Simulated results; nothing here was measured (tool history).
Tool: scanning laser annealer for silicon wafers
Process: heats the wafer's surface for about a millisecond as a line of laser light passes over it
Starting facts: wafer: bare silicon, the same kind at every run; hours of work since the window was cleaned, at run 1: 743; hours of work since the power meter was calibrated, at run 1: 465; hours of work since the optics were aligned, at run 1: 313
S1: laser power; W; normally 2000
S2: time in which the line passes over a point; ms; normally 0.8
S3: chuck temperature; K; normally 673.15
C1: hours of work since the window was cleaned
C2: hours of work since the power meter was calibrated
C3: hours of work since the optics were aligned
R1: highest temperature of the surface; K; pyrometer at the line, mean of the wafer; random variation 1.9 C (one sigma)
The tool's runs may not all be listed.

{"run": 1, "hour": 0.0, "S1": 2000, "S2": 0.8, "S3": 673.15, "C1": 743, "C2": 465, "C3": 313, "R1": 1488.15}
{"run": 2, "hour": 17.4, "S1": 2000, "S2": 0.8, "S3": 673.15, "C1": 755, "C2": 477, "C3": 326, "R1": 1490.15}
{"run": 3, "hour": 43.4, "S1": 2000, "S2": 0.8, "S3": 673.15, "C1": 773, "C2": 496, "C3": 344, "R1": 1489.15}
{"run": 4, "hour": 60.2, "S1": 2000, "S2": 0.8, "S3": 673.15, "C1": 785, "C2": 508, "C3": 356, "R1": 1484.15}
{"run": 5, "hour": 78.2, "S1": 2000, "S2": 0.8, "S3": 673.15, "C1": 798, "C2": 520, "C3": 369, "R1": 1487.15}
{"run": 6, "hour": 90.6, "S1": 2000, "S2": 0.8, "S3": 673.15, "C1": 807, "C2": 529, "C3": 378, "R1": 1489.15}
{"run": 7, "hour": 114.0, "S1": 2000, "S2": 0.8, "S3": 673.15, "C1": 823, "C2": 546, "C3": 394, "R1": 1490.15}
{"run": 8, "hour": 126.0, "S1": 2000, "S2": 0.8, "S3": 673.15, "C1": 832, "C2": 554, "C3": 403, "R1": 1489.15}
{"run": 9, "hour": 140.1, "S1": 2000, "S2": 0.8, "S3": 674.15, "C1": 842, "C2": 564, "C3": 413, "R1": 1489.15}
{"run": 10, "hour": 160.0, "S1": 2000, "S2": 0.954, "S3": 673.15, "C1": 856, "C2": 578, "C3": 427, "R1": 1567.15}
{"run": 11, "hour": 172.6, "S1": 2000, "S2": 0.8, "S3": 673.15, "C1": 865, "C2": 587, "C3": 436, "R1": 1487.15}
{"run": 12, "hour": 194.7, "S1": 2000, "S2": 0.8, "S3": 673.15, "C1": 881, "C2": 603, "C3": 451, "R1": 1491.15}
{"run": 13, "hour": 216.7, "S1": 2000, "S2": 0.8, "S3": 673.15, "C1": 896, "C2": 619, "C3": 467, "R1": 1489.15}
{"run": 14, "hour": 236.9, "S1": 2000, "S2": 0.8, "S3": 673.15, "C1": 911, "C2": 633, "C3": 481, "R1": 1485.15}
{"hour": 248.5, "done": "window over the wafer cleaned"}
{"run": 15, "hour": 260.4, "S1": 2000, "S2": 0.8, "S3": 695.15, "C1": 8, "C2": 648, "C3": 497, "R1": 1509.15}
{"run": 16, "hour": 275.5, "S1": 1723, "S2": 0.8, "S3": 671.15, "C1": 19, "C2": 659, "C3": 507, "R1": 1364.15}
{"run": 17, "hour": 289.5, "S1": 1867, "S2": 0.727, "S3": 704.15, "C1": 29, "C2": 669, "C3": 517, "R1": 1427.15}
{"run": 18, "hour": 303.8, "S1": 1972, "S2": 0.723, "S3": 682.15, "C1": 39, "C2": 679, "C3": 527, "R1": 1442.15}
{"run": 19, "hour": 329.5, "S1": 1972, "S2": 0.959, "S3": 659.15, "C1": 57, "C2": 697, "C3": 546, "R1": 1541.15}
{"run": 20, "hour": 349.4, "S1": 2043, "S2": 0.589, "S3": 680.15, "C1": 72, "C2": 711, "C3": 560, "R1": 1391.15}
{"run": 21, "hour": 365.9, "S1": 2043, "S2": 0.589, "S3": 680.15, "C1": 83, "C2": 723, "C3": 571, "R1": 1392.15}
{"run": 22, "hour": 383.3, "S1": 2000, "S2": 0.731, "S3": 680.15, "C1": 96, "C2": 735, "C3": 584, "R1": 1455.15}
{"run": 23, "hour": 397.0, "S1": 1740, "S2": 0.803, "S3": 698.15, "C1": 105, "C2": 745, "C3": 593, "R1": 1403.15}
{"run": 24, "hour": 421.3, "S1": 1740, "S2": 0.803, "S3": 666.15, "C1": 122, "C2": 762, "C3": 611, "R1": 1375.15}
{"run": 25, "hour": 440.5, "S1": 1740, "S2": 0.803, "S3": 666.15, "C1": 136, "C2": 776, "C3": 624, "R1": 1372.15}
{"run": 26, "hour": 451.9, "S1": 1725, "S2": 0.8, "S3": 662.15, "C1": 144, "C2": 784, "C3": 632, "R1": 1360.15}
{"run": 27, "hour": 472.7, "S1": 2000, "S2": 0.826, "S3": 673.15, "C1": 159, "C2": 799, "C3": 647, "R1": 1503.15}
{"run": 28, "hour": 498.9, "S1": 1981, "S2": 0.641, "S3": 683.15, "C1": 177, "C2": 817, "C3": 666, "R1": 1401.15}

What does the tool deliver on the next run?
{"run": 29, "hour": 525.2, "S1": 2000, "S2": 0.824, "S3": 673.15, "C1": 196, "C2": 836, "C3": 684, "R1": "?"}

{"run 29": {"R1": 1502.15}}
If the tool had no hidden condition, the same run with the same run-to-run variation would have returned R1 1502.15 K.
